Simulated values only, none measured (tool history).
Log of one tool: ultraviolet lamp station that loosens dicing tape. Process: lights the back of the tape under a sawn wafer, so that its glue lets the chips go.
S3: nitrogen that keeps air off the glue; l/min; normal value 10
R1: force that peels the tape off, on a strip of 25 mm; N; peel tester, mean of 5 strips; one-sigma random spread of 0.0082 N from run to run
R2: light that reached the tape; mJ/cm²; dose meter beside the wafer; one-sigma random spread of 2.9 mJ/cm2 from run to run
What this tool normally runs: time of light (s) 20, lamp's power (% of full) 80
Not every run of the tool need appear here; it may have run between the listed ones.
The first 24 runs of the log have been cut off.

Run 25, hour 1274.9: usual settings but time of light (s) 29, lamp's power (% of full) 93, S3 3 l/min. Result: R1 0.861 N, R2 451 mJ/cm².
Run 26, hour 1318.9: usual settings but time of light (s) 12, lamp's power (% of full) 84, S3 4 l/min. Result: R1 3.372 N, R2 165 mJ/cm².
Run 27, hour 1351.0: usual settings but time of light (s) 12, lamp's power (% of full) 84, S3 19 l/min. Result: R1 1.399 N, R2 164 mJ/cm².
Run 28, hour 1383.6: usual settings but time of light (s) 12, lamp's power (% of full) 84, S3 19 l/min. Result: R1 1.476 N, R2 163 mJ/cm².
Run 29, hour 1433.6: usual settings but time of light (s) 22, lamp's power (% of full) 82, S3 19 l/min. Result: R1 0.433 N, R2 293 mJ/cm².
Run 30, hour 1497.6: usual settings but time of light (s) 13, S3 8 l/min. Result: R1 2.450 N, R2 166 mJ/cm².
Run 31, hour 1553.8: usual settings but time of light (s) 13, lamp's power (% of full) 63, S3 7 l/min. Result: R1 3.624 N, R2 126 mJ/cm².
Run 32, hour 1612.4: usual settings but time of light (s) 13, lamp's power (% of full) 63, S3 7 l/min. Result: R1 3.600 N, R2 124 mJ/cm².
At hour 1656.7: window cleaned of glue's vapour.
Run 33, hour 1663.2: usual settings but time of light (s) 13, lamp's power (% of full) 63, S3 7 l/min. Result: R1 3.364 N, R2 133 mJ/cm².
Run 34, hour 1708.7: usual settings but time of light (s) 19, lamp's power (% of full) 71, S3 5 l/min. Result: R1 2.065 N, R2 221 mJ/cm².
Run 35, hour 1772.3: usual settings but lamp's power (% of full) 90, S3 7 l/min. Result: R1 0.971 N, R2 288 mJ/cm².
Run 36, hour 1824.2: usual settings but lamp's power (% of full) 60, S3 11 l/min. Result: R1 1.533 N, R2 188 mJ/cm².
At hour 1867.0: lamp changed.
Run 37, hour 1892.9: usual settings but time of light (s) 34, lamp's power (% of full) 64, S3 15 l/min. Result: R1 0.171 N, R2 536 mJ/cm².
Run 38, hour 1947.3: usual settings but time of light (s) 16, S3 11 l/min. Result: R1 0.587 N, R2 312 mJ/cm².
Run 39, hour 1976.6: usual settings but time of light (s) 16, S3 11 l/min. Result: R1 0.583 N, R2 308 mJ/cm².
Run 40, hour 2005.5: usual settings but time of light (s) 21, lamp's power (% of full) 96, S3 20 l/min. Result: R1 0.186 N, R2 481 mJ/cm².
Run 41, hour 2039.1: usual settings but lamp's power (% of full) 92, S3 8 l/min. Result: R1 0.354 N, R2 433 mJ/cm².
Run 42, hour 2094.2: usual settings but lamp's power (% of full) 92, S3 8 l/min. Result: R1 0.352 N, R2 428 mJ/cm².

Alternative continuations, all from the tool just after run 42; predict every row:
Run A, hour 2146.4: usual settings but time of light (s) 30, lamp's power (% of full) 68. Result: R1 ?, R2 ?.
Run B, hour 2146.4: usual settings but lamp's power (% of full) 77, S3 4 l/min. Result: R1 ?, R2 ?.
Run C, hour 2146.4: usual settings but time of light (s) 36, lamp's power (% of full) 90, S3 8 l/min. Result: R1 ?, R2 ?.

run     R1   R2
  A  0.244  476
  B  1.009  353
  C  0.164  759
Without the tool's hidden state the same runs would have given:
run     R1   R2
  A  0.206  529
  B  0.808  392
  C  0.158  843

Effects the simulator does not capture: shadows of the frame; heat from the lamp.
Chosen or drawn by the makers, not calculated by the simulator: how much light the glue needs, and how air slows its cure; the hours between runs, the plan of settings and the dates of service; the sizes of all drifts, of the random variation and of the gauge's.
